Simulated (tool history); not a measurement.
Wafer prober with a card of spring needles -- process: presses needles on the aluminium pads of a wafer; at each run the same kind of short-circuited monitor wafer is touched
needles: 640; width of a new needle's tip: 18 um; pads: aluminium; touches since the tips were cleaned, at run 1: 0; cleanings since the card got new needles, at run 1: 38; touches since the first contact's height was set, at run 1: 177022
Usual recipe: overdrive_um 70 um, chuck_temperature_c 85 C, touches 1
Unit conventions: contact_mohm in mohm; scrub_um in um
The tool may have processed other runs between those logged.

run,hour,overdrive_um,chuck_temperature_c,touches,touches since the tips were cleaned,cleanings since the card got new needles,touches since the first contact's height was set,contact_mohm,scrub_um
1,0,70,85,1,0,38,177022,276,12.57
# hour 16.1: tips cleaned on abrasive film
2,24.5,70,85,1,4764,39,190848,281,12.63
# hour 33.7: tips cleaned on abrasive film
# hour 50.6: tips cleaned on abrasive film
3,56.8,70,85,1,3532,41,208997,280,12.6
# hour 67.6: tips cleaned on abrasive film
# hour 67.9: height of the first contact set anew
# hour 85.6: tips cleaned on abrasive film
# hour 101.6: tips cleaned on abrasive film
4,104.6,70,85,1,1671,44,20625,270,12.63
# hour 118.5: tips cleaned on abrasive film
# hour 137.8: tips cleaned on abrasive film
5,148.8,70,85,1,6206,46,45529,281,12.66
# hour 155: tips cleaned on abrasive film
# hour 173.2: tips cleaned on abrasive film
6,177.1,70,85,1,2196,48,61424,278,12.62
# hour 191.7: tips cleaned on abrasive film
7,203.5,57,85,1,6655,49,76298,283,10.2
# hour 210.5: tips cleaned on abrasive film
# hour 226.9: tips cleaned on abrasive film
# hour 243.3: tips cleaned on abrasive film
8,247.1,57,85,1,2149,52,100790,287,10.26
# hour 260.5: tips cleaned on abrasive film
9,269.1,83,85,1,4878,53,113148,280,14.88
# hour 280.2: tips cleaned on abrasive film
# hour 297.8: tips cleaned on abrasive film
# hour 313.9: tips cleaned on abrasive film
10,313.9,83,85,1,0,56,138319,275,14.86
# hour 330.9: tips cleaned on abrasive film
11,339.4,70,85,1,4808,57,152661,279,12.58
# hour 347.9: tips cleaned on abrasive film
# hour 367.5: tips cleaned on abrasive film
# hour 386.9: tips cleaned on abrasive film
12,391,56,85,1,2309,60,181685,280,10.01
# hour 404.1: tips cleaned on abrasive film
# hour 421.1: tips cleaned on abrasive film
# hour 438.3: tips cleaned on abrasive film
13,438.3,70,85,1,0,63,208279,281,12.49
# hour 447.6: height of the first contact set anew
# hour 454.9: tips cleaned on abrasive film
# hour 471.2: tips cleaned on abrasive film
14,477.1,70,85,1,3353,65,16552,275,12.53
# hour 488.2: tips cleaned on abrasive film
# hour 508: tips cleaned on abrasive film
# hour 524.4: tips cleaned on abrasive film
15,529.8,70,85,1,3065,68,46181,274,12.52
# hour 542.6: tips cleaned on abrasive film
# hour 559.4: tips cleaned on abrasive film
16,573.1,58,43,1,7725,70,70531,270,10.33
# hour 577.1: tips cleaned on abrasive film
# hour 594.4: tips cleaned on abrasive film
# hour 611: tips cleaned on abrasive film
17,622.5,53,104,1,6509,73,98314,285,9.49
# hour 628.2: tips cleaned on abrasive film
# hour 644.9: tips cleaned on abrasive film
# hour 662.2: tips cleaned on abrasive film
18,669.9,84,38,1,4330,76,124951,263,14.98
# hour 679: tips cleaned on abrasive film
# hour 695.9: tips cleaned on abrasive film
19,705.8,75,31,2,5609,78,145148,267,13.28
# hour 712.6: tips cleaned on abrasive film
# hour 731.1: tips cleaned on abrasive film
# hour 747.6: tips cleaned on abrasive film
20,759.2,80,70,2,6598,81,175182,273,14.32
# hour 766.3: tips cleaned on abrasive film
# hour 783.4: tips cleaned on abrasive film
# hour 800.1: tips cleaned on abrasive film
21,800.3,80,41,2,92,84,198235,267,14.15
# hour 817.6: tips cleaned on abrasive film
# hour 828: height of the first contact set anew
22,831.6,80,41,2,7713,85,2043,266,14.2
# hour 835.1: tips cleaned on abrasive film
# hour 853.2: tips cleaned on abrasive film
23,858.7,80,41,2,3101,87,17281,263,14.2
# hour 870.7: tips cleaned on abrasive film
24,882.4,54,102,3,6633,88,30614,282,9.57
# hour 889.8: tips cleaned on abrasive film
# hour 907: tips cleaned on abrasive film
25,918.2,58,85,1,6321,90,50734,281,10.2
# hour 926.2: tips cleaned on abrasive film
# hour 945.1: tips cleaned on abrasive film
26,951.1,58,85,1,3354,92,69210,281,10.27
# hour 961.2: tips cleaned on abrasive film
# hour 980.3: tips cleaned on abrasive film
# hour 997.8: tips cleaned on abrasive film
27,1000.2,62,109,3,1398,95,96843,285,10.9
# hour 1015: tips cleaned on abrasive film
# hour 1033.3: tips cleaned on abrasive film
28,1035.2,72,55,1,1057,97,116488,269,12.7

Measured less the same run without the tool's hidden state. The same run-to-run variation is in both; the gauge's scatter may not be:
The hidden state here: debris on the tips, nm; way that the needles fall short of the set height, um; tips' diameter, um; drift of the gauge itself on contact_mohm, %; drift of the gauge itself on scrub_um, %.
run,scrub_um
1,+0
2,-0.01
3,-0.02
4,-0.03
5,-0.04
6,-0.05
7,-0.04
8,-0.06
9,-0.1
10,-0.11
11,-0.1
12,-0.1
13,-0.12
14,-0.14
15,-0.15
16,-0.13
17,-0.14
18,-0.23
19,-0.21
20,-0.25
21,-0.26
22,-0.27
23,-0.27
24,-0.19
25,-0.21
26,-0.22
27,-0.25
28,-0.3
contact_mohm: differs from the measured result by no more than 2 mohm in any run.

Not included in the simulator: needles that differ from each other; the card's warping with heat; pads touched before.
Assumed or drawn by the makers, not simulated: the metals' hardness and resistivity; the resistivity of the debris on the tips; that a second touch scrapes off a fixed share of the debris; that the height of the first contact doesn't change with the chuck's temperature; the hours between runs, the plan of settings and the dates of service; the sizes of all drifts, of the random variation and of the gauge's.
